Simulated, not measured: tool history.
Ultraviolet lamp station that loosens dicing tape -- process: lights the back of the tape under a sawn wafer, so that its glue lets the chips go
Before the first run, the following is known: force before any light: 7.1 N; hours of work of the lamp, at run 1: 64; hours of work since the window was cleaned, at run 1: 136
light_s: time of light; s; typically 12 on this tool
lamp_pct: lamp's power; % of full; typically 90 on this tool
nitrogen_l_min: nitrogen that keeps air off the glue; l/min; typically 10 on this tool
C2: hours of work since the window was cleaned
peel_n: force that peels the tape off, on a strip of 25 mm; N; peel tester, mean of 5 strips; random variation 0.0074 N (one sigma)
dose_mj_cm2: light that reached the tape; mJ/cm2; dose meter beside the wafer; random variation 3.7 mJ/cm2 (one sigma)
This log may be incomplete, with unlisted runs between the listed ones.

run 1 day=0 | light_s=12 lamp_pct=90 nitrogen_l_min=10 | hours_of_work_of_the_lamp=64 C2=136 | peel_n=0.264 dose_mj_cm2=618
run 2 day=0.388 | light_s=12 lamp_pct=90 nitrogen_l_min=10 | hours_of_work_of_the_lamp=70 C2=141 | peel_n=0.255 dose_mj_cm2=618
run 3 day=0.662 | light_s=12 lamp_pct=90 nitrogen_l_min=10 | hours_of_work_of_the_lamp=74 C2=145 | peel_n=0.28 dose_mj_cm2=617
run 4 day=0.867 | light_s=12 lamp_pct=90 nitrogen_l_min=10 | hours_of_work_of_the_lamp=77 C2=148 | peel_n=0.279 dose_mj_cm2=613
run 5 day=1.258 | light_s=12 lamp_pct=90 nitrogen_l_min=10 | hours_of_work_of_the_lamp=82 C2=154 | peel_n=0.267 dose_mj_cm2=610
run 6 day=1.596 | light_s=12 lamp_pct=90 nitrogen_l_min=10 | hours_of_work_of_the_lamp=87 C2=159 | peel_n=0.282 dose_mj_cm2=611
run 7 day=1.779 | light_s=19 lamp_pct=90 nitrogen_l_min=10 | hours_of_work_of_the_lamp=90 C2=161 | peel_n=0.123 dose_mj_cm2=974
run 8 day=2.042 | light_s=19 lamp_pct=90 nitrogen_l_min=9 | hours_of_work_of_the_lamp=94 C2=165 | peel_n=0.12 dose_mj_cm2=973
run 9 day=2.371 | light_s=12 lamp_pct=90 nitrogen_l_min=9 | hours_of_work_of_the_lamp=98 C2=170 | peel_n=0.308 dose_mj_cm2=605
run 10 day=2.683 | light_s=12 lamp_pct=85 nitrogen_l_min=10 | hours_of_work_of_the_lamp=103 C2=174 | peel_n=0.312 dose_mj_cm2=584
run 11 day=3.046 | light_s=12 lamp_pct=64 nitrogen_l_min=10 | hours_of_work_of_the_lamp=108 C2=180 | peel_n=0.632 dose_mj_cm2=441
run 12 day=3.371 | light_s=12 lamp_pct=90 nitrogen_l_min=11 | hours_of_work_of_the_lamp=113 C2=184 | peel_n=0.256 dose_mj_cm2=615
run 13 day=3.775 | light_s=12 lamp_pct=90 nitrogen_l_min=11 | hours_of_work_of_the_lamp=119 C2=190 | peel_n=0.26 dose_mj_cm2=617
run 14 day=4.1 | light_s=12 lamp_pct=76 nitrogen_l_min=10 | hours_of_work_of_the_lamp=123 C2=195 | peel_n=0.428 dose_mj_cm2=526
run 15 day=4.338 | light_s=12 lamp_pct=76 nitrogen_l_min=10 | hours_of_work_of_the_lamp=127 C2=198 | peel_n=0.415 dose_mj_cm2=522
run 16 day=4.562 | light_s=18 lamp_pct=99 nitrogen_l_min=10 | hours_of_work_of_the_lamp=130 C2=202 | peel_n=0.103 dose_mj_cm2=1015
run 17 day=4.883 | light_s=18 lamp_pct=99 nitrogen_l_min=10 | hours_of_work_of_the_lamp=135 C2=206 | peel_n=0.113 dose_mj_cm2=1016
run 18 day=5.158 | light_s=16 lamp_pct=67 nitrogen_l_min=10 | hours_of_work_of_the_lamp=139 C2=210 | peel_n=0.274 dose_mj_cm2=608
run 19 day=5.546 | light_s=18 lamp_pct=96 nitrogen_l_min=8 | hours_of_work_of_the_lamp=144 C2=216 | peel_n=0.121 dose_mj_cm2=982
run 20 day=5.725 | light_s=9 lamp_pct=66 nitrogen_l_min=8 | hours_of_work_of_the_lamp=147 C2=218 | peel_n=1.096 dose_mj_cm2=339
run 21 day=6.038 | light_s=7 lamp_pct=94 nitrogen_l_min=14 | hours_of_work_of_the_lamp=151 C2=223 | peel_n=0.699 dose_mj_cm2=376
run 22 day=6.329 | light_s=8 lamp_pct=82 nitrogen_l_min=10 | hours_of_work_of_the_lamp=156 C2=227 | peel_n=0.845 dose_mj_cm2=372
run 23 day=6.625 | light_s=8 lamp_pct=82 nitrogen_l_min=10 | hours_of_work_of_the_lamp=160 C2=231 | peel_n=0.84 dose_mj_cm2=374
run 24 day=6.912 | light_s=8 lamp_pct=82 nitrogen_l_min=12 | hours_of_work_of_the_lamp=164 C2=235 | peel_n=0.774 dose_mj_cm2=369
run 25 day=7.192 | light_s=22 lamp_pct=97 nitrogen_l_min=8 | hours_of_work_of_the_lamp=168 C2=240 | peel_n=0.091 dose_mj_cm2=1220
run 26 day=7.392 | light_s=8 lamp_pct=74 nitrogen_l_min=8 | hours_of_work_of_the_lamp=171 C2=242 | peel_n=1.149 dose_mj_cm2=339
run 27 day=7.579 | light_s=7 lamp_pct=76 nitrogen_l_min=10 | hours_of_work_of_the_lamp=174 C2=245 | peel_n=1.25 dose_mj_cm2=306
run 28 day=7.954 | light_s=7 lamp_pct=76 nitrogen_l_min=10 | hours_of_work_of_the_lamp=179 C2=251 | peel_n=1.228 dose_mj_cm2=303
run 29 day=8.125 | light_s=7 lamp_pct=90 nitrogen_l_min=8 | hours_of_work_of_the_lamp=181 C2=253 | peel_n=1.011 dose_mj_cm2=359

5 ways to go on from here, each from the tool as it stands after run 29. What would each give?
run A day=8.412 | light_s=14 lamp_pct=89 nitrogen_l_min=10 | hours_of_work_of_the_lamp=186 C2=257 | peel_n=? dose_mj_cm2=?
run B day=8.412 | light_s=12 lamp_pct=90 nitrogen_l_min=4 | hours_of_work_of_the_lamp=186 C2=257 | peel_n=? dose_mj_cm2=?
run C day=8.412 | light_s=19 lamp_pct=78 nitrogen_l_min=7 | hours_of_work_of_the_lamp=186 C2=257 | peel_n=? dose_mj_cm2=?
run D day=8.412 | light_s=18 lamp_pct=66 nitrogen_l_min=8 | hours_of_work_of_the_lamp=186 C2=257 | peel_n=? dose_mj_cm2=?
run E day=8.412 | light_s=7 lamp_pct=98 nitrogen_l_min=8 | hours_of_work_of_the_lamp=186 C2=257 | peel_n=? dose_mj_cm2=?

run=A peel_n=0.203 dose_mj_cm2=715
run=B peel_n=0.508 dose_mj_cm2=620
run=C peel_n=0.163 dose_mj_cm2=839
run=D peel_n=0.235 dose_mj_cm2=676
run=E peel_n=0.879 dose_mj_cm2=391
Had the tool no hidden state, the same runs would have come out as:
run=A peel_n=0.202 dose_mj_cm2=716
run=B peel_n=0.506 dose_mj_cm2=620
run=C peel_n=0.162 dose_mj_cm2=840
run=D peel_n=0.235 dose_mj_cm2=677
run=E peel_n=0.877 dose_mj_cm2=392

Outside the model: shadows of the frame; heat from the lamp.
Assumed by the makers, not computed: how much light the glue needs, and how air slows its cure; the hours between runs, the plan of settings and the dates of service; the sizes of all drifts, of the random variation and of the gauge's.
